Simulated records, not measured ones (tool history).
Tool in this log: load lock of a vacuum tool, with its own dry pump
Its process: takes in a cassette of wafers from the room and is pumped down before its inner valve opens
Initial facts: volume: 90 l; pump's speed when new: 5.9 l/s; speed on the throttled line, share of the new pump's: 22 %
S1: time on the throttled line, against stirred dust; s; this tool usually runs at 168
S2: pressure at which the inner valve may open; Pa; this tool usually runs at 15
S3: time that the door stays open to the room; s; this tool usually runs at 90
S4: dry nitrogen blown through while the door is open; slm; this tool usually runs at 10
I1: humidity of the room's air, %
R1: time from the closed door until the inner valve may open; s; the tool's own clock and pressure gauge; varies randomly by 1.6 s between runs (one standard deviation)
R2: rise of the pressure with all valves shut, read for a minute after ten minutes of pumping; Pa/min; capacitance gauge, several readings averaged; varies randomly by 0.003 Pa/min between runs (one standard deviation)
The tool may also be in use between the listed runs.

run 1 day=0.000 | S1=168 S2=15 S3=90 S4=10 | I1=43.8 | R1=292.9 R2=0.101
run 2 day=13.900 | S1=168 S2=15 S3=154 S4=10 | I1=45.1 | R1=297.5 R2=0.113
run 3 day=22.158 | S1=168 S2=13 S3=154 S4=10 | I1=48.8 | R1=301.7 R2=0.121
run 4 day=28.504 | S1=168 S2=15 S3=90 S4=10 | I1=44.5 | R1=299.5 R2=0.115
run 5 day=36.288 | S1=168 S2=15 S3=90 S4=10 | I1=44.8 | R1=299.1 R2=0.120
run 6 day=47.150 | S1=168 S2=15 S3=90 S4=10 | I1=49.9 | R1=299.6 R2=0.126
run 7 day=56.304 | S1=168 S2=15 S3=57 S4=10 | I1=42.2 | R1=296.7 R2=0.123
-- day=59.117 dry pump taken out, an overhauled one fitted
run 8 day=66.642 | S1=168 S2=15 S3=57 S4=10 | I1=46.9 | R1=268.8 R2=0.129
run 9 day=77.833 | S1=168 S2=15 S3=57 S4=10 | I1=41.5 | R1=268.5 R2=0.128
run 10 day=91.433 | S1=168 S2=15 S3=57 S4=10 | I1=45.4 | R1=267.9 R2=0.145
run 11 day=104.829 | S1=168 S2=15 S3=57 S4=10 | I1=44.7 | R1=271.3 R2=0.144
run 12 day=115.633 | S1=168 S2=15 S3=57 S4=10 | I1=45.4 | R1=269.5 R2=0.148
run 13 day=122.200 | S1=168 S2=15 S3=90 S4=10 | I1=41.7 | R1=267.5 R2=0.157
run 14 day=130.150 | S1=168 S2=15 S3=90 S4=10 | I1=46.9 | R1=270.4 R2=0.161
run 15 day=142.692 | S1=168 S2=15 S3=90 S4=10 | I1=43.2 | R1=269.5 R2=0.161
run 16 day=155.483 | S1=168 S2=15 S3=90 S4=10 | I1=46.4 | R1=271.8 R2=0.170
run 17 day=162.654 | S1=336 S2=15 S3=90 S4=10 | I1=45.2 | R1=402.6 R2=0.177
run 18 day=175.779 | S1=336 S2=15 S3=90 S4=10 | I1=45.2 | R1=403.0 R2=0.181
run 19 day=185.296 | S1=336 S2=15 S3=90 S4=10 | I1=44.0 | R1=399.2 R2=0.183
run 20 day=195.508 | S1=336 S2=15 S3=90 S4=10 | I1=46.1 | R1=401.4 R2=0.191
run 21 day=203.329 | S1=168 S2=13 S3=170 S4=10 | I1=40.3 | R1=272.3 R2=0.192
run 22 day=216.054 | S1=168 S2=17 S3=91 S4=10 | I1=46.3 | R1=269.8 R2=0.198
run 23 day=225.267 | S1=168 S2=28 S3=29 S4=18 | I1=44.0 | R1=261.8 R2=0.193
run 24 day=236.838 | S1=167 S2=15 S3=90 S4=26 | I1=45.1 | R1=272.2 R2=0.198
run 25 day=243.167 | S1=134 S2=11 S3=108 S4=9 | I1=42.8 | R1=252.0 R2=0.210
run 26 day=254.421 | S1=168 S2=15 S3=90 S4=12 | I1=39.4 | R1=274.3 R2=0.212
run 27 day=265.079 | S1=131 S2=15 S3=42 S4=12 | I1=47.3 | R1=244.3 R2=0.218
run 28 day=271.854 | S1=318 S2=15 S3=41 S4=13 | I1=45.5 | R1=391.3 R2=0.221
run 29 day=286.517 | S1=170 S2=15 S3=90 S4=10 | I1=45.9 | R1=278.1 R2=0.238
run 30 day=294.588 | S1=88 S2=16 S3=112 S4=10 | I1=44.0 | R1=214.2 R2=0.242
run 31 day=306.204 | S1=142 S2=19 S3=90 S4=17 | I1=42.4 | R1=251.2 R2=0.244
run 32 day=312.746 | S1=142 S2=19 S3=90 S4=17 | I1=44.9 | R1=250.2 R2=0.252
run 33 day=327.108 | S1=142 S2=19 S3=90 S4=17 | I1=45.1 | R1=253.9 R2=0.256
run 34 day=334.992 | S1=167 S2=15 S3=46 S4=13 | I1=47.8 | R1=275.5 R2=0.263
run 35 day=342.096 | S1=167 S2=15 S3=46 S4=13 | I1=44.9 | R1=275.2 R2=0.261
run 36 day=356.850 | S1=168 S2=25 S3=166 S4=10 | I1=47.7 | R1=269.7 R2=0.285

Each row is a separate what-if for the run after 36, all from the same tool condition, not one after another. Results?
run A day=365.154 | S1=262 S2=14 S3=90 S4=10 | I1=43.2 | R1=? R2=?
run B day=365.154 | S1=168 S2=25 S3=101 S4=10 | I1=46.0 | R1=? R2=?
run C day=365.154 | S1=193 S2=25 S3=91 S4=10 | I1=47.7 | R1=? R2=?
run D day=365.154 | S1=228 S2=25 S3=166 S4=13 | I1=42.7 | R1=? R2=?

run=A R1=351.5 R2=0.287
run=B R1=273.2 R2=0.285
run=C R1=292.3 R2=0.285
run=D R1=315.6 R2=0.289
What these runs would have given with no unlogged condition in the tool:
run=A R1=342.0 R2=0.026
run=B R1=262.2 R2=0.030
run=C R1=282.0 R2=0.027
run=D R1=306.4 R2=0.030
